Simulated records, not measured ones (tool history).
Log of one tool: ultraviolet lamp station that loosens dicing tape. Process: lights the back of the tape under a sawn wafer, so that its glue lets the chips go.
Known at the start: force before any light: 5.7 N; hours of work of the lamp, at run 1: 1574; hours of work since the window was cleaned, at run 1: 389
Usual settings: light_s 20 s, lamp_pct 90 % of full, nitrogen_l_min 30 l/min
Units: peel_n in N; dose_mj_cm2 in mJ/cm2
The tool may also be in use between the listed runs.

run	hour	light_s	lamp_pct	nitrogen_l_min	hours of work of the lamp	hours of work since the window was cleaned	peel_n	dose_mj_cm2
1	0	20	90	30	1574	389	0.348	311
# hour 19.5: window cleaned of glue's vapour
2	78.9	20	90	30	1623	37	0.318	319
3	156.1	20	90	30	1671	85	0.331	320
4	214.3	20	90	30	1708	122	0.338	312
5	268.2	20	90	30	1742	156	0.35	308
6	307.5	20	90	30	1766	180	0.342	312
7	354.6	20	90	30	1796	210	0.366	306
8	386.7	20	90	30	1816	230	0.362	306
9	448.8	20	90	30	1855	269	0.365	302
10	506.8	20	90	30	1891	305	0.397	298
11	550.9	20	90	30	1919	333	0.384	297
# hour 571.3: lamp changed
12	614.8	20	90	30	27	372	0.226	379
# hour 661.7: window cleaned of glue's vapour
13	671.6	22	90	30	62	6	0.153	441
14	725.4	14	90	30	96	40	0.465	278
15	794.1	14	90	30	139	83	0.488	272
16	847.9	14	90	30	173	117	0.479	271
17	887	14	90	30	197	141	0.466	269
18	928.2	14	90	30	223	167	0.506	270
19	1005	20	73	12	271	215	0.822	313
20	1060.8	28	91	12	306	250	0.223	532
21	1117.6	28	91	12	342	285	0.219	526
22	1166.8	20	70	43	373	316	0.311	285
23	1238.8	20	86	30	418	361	0.269	351

Run 24 comes next. What will it give?
# hour 1302.1: window cleaned of glue's vapour
24	1303.6	24	85	30	458	1	?	?

Run 24 gave peel_n 0.16 N, dose_mj_cm2 433 mJ/cm2.
Without the tool's hidden state the same run would have given peel_n 0.141 N, dose_mj_cm2 458 mJ/cm2.

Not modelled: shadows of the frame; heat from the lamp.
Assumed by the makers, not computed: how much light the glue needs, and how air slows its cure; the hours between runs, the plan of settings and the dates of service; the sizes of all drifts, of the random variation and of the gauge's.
